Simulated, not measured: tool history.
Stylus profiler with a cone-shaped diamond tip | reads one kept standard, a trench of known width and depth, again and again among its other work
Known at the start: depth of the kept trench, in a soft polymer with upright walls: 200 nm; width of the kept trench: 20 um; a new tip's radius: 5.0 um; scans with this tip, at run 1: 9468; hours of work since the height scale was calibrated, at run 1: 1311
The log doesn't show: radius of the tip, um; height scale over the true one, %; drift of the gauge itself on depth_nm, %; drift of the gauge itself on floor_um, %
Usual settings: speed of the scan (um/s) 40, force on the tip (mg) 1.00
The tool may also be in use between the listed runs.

| run | hour | speed of the scan (um/s) | force on the tip (mg) | scans with this tip | hours of work since the height scale was calibrated | depth of the trench (Å) | width of the trench's floor (µm) |
|---|---|---|---|---|---|---|---|
| 1 | 0.0 | 40 | 1.00 | 9468 | 1311 | 2027.0 | 16.52 |
| 2 | 64.7 | 40 | 1.00 | 9673 | 1339 | 2027.0 | 16.52 |
| 3 | 107.1 | 77 | 1.00 | 9807 | 1358 | 2026.3 | 16.19 |
| 4 | 195.3 | 40 | 1.91 | 10086 | 1396 | 2035.2 | 16.52 |
| 5 | 239.3 | 40 | 1.00 | 10225 | 1416 | 2024.8 | 16.47 |
| 6 | 329.1 | 40 | 1.00 | 10510 | 1455 | 2027.8 | 16.49 |
| 7 | 374.9 | 40 | 1.00 | 10654 | 1475 | 2027.2 | 16.50 |
| 8 | 468.8 | 40 | 1.00 | 10952 | 1516 | 2027.3 | 16.45 |
| 9 | 565.0 | 40 | 0.95 | 11256 | 1558 | 2028.5 | 16.50 |
| 10 | 614.9 | 40 | 0.94 | 11414 | 1580 | 2029.7 | 16.40 |
| 11 | 700.4 | 40 | 2.68 | 11684 | 1618 | 2040.6 | 16.51 |
| 12 | 757.6 | 52 | 1.29 | 11865 | 1643 | 2030.7 | 16.35 |
| 13 | 852.9 | 52 | 1.29 | 12167 | 1685 | 2032.6 | 16.31 |
| 14 | 942.9 | 53 | 1.00 | 12452 | 1724 | 2029.8 | 16.29 |
| 15 | 1027.3 | 34 | 0.59 | 12719 | 1761 | 2027.0 | 16.30 |
| 16 | 1080.9 | 34 | 0.59 | 12888 | 1784 | 2025.3 | 16.33 |
| 17 | 1137.9 | 28 | 2.97 | 13069 | 1809 | 2044.0 | 16.51 |
| 18 | 1198.6 | 11 | 1.00 | 13261 | 1836 | 2029.6 | 16.51 |

3 ways to go on from here, each from the tool as it stands after run 18. What would each give?
| A | 1258.3 | 28 | 1.67 | 13450 | 1862 | ? | ? |
| B | 1258.3 | 39 | 1.00 | 13450 | 1862 | ? | ? |
| C | 1258.3 | 139 | 0.55 | 13450 | 1862 | ? | ? |

| run | depth of the trench (Å) | width of the trench's floor (µm) |
|---|---|---|
| A | 2038.2 | 16.45 |
| B | 2033.6 | 16.33 |
| C | 2026.3 | 15.37 |
Without the tool's hidden state the same runs would have given:
| run | depth of the trench (Å) | width of the trench's floor (µm) |
|---|---|---|
| A | 2020.0 | 17.05 |
| B | 2015.5 | 16.93 |
| C | 2008.2 | 15.97 |
